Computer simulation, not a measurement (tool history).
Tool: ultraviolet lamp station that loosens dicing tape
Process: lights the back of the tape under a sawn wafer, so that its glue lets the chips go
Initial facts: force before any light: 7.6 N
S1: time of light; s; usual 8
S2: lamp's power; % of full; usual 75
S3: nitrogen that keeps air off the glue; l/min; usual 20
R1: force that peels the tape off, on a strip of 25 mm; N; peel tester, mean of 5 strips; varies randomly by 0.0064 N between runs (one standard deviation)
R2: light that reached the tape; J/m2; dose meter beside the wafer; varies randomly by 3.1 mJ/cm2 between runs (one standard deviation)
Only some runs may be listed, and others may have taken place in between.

run,hour,S1,S2,S3,R1,R2
1,0,8,75,20,0.193,4860
2,27.1,8,75,15,0.27,4880
3,69.1,8,75,28,0.147,4840
# hour 72.9: lamp changed
4,107.5,8,75,28,0.147,4850
5,136.1,8,76,20,0.198,4920
6,183,8,76,20,0.2,4890
7,229.1,8,66,20,0.281,4230
8,271.6,8,66,20,0.279,4290
9,300.7,8,66,20,0.286,4270
10,326.2,8,66,20,0.284,4240
11,378.8,5,75,20,0.678,3030
12,406.3,5,75,20,0.681,3050
13,447.1,8,75,20,0.208,4800
14,497.5,8,75,20,0.205,4890
15,522.1,8,75,20,0.207,4830
# hour 563.7: window cleaned of glue's vapour
16,564.2,8,75,20,0.204,4820
17,618.5,8,75,20,0.201,4870
18,660,8,75,30,0.133,4860
19,696.1,8,75,30,0.135,4830
20,737.4,8,75,20,0.206,4800
21,777.4,8,75,20,0.193,4830
22,809.3,15,75,20,0.068,9150
23,853.5,11,72,9,0.243,6380
24,907.7,8,86,7,0.474,5560
25,962.5,8,86,7,0.462,5530
26,1019,5,75,8,1.484,3030
27,1053.4,12,78,7,0.213,7560
28,1085.6,5,77,20,0.638,3120
29,1115.3,5,84,24,0.436,3380
30,1147.8,10,87,8,0.215,6990
31,1185.1,10,87,8,0.208,7000
# hour 1193.6: lamp changed
32,1221.2,10,87,8,0.23,7000
33,1268.4,8,78,20,0.179,5070
34,1292.8,8,78,20,0.183,5050
35,1333.3,8,91,20,0.124,5860
36,1385.1,8,91,20,0.132,5880
37,1425.3,6,66,29,0.405,3250
38,1462.7,11,82,7,0.236,7300
# hour 1510.2: window cleaned of glue's vapour
39,1512.7,16,95,28,0.061,12130
40,1558.9,16,95,28,0.057,12280
41,1615.7,16,95,28,0.047,12280
42,1645.4,4,75,20,1.09,2440
43,1674.4,6,76,7,1.115,3720

3 options for the next run, each taken on its own from the tool as it stands now. Forecast them:
A,1704.5,8,75,13,?,?
B,1704.5,7,99,7,?,?
C,1704.5,8,84,20,?,?

run,R1,R2
A,0.33,4820
B,0.467,5560
C,0.146,5370
Without the tool's hidden state the same runs would have given:
run,R1,R2
A,0.329,4820
B,0.466,5570
C,0.146,5370
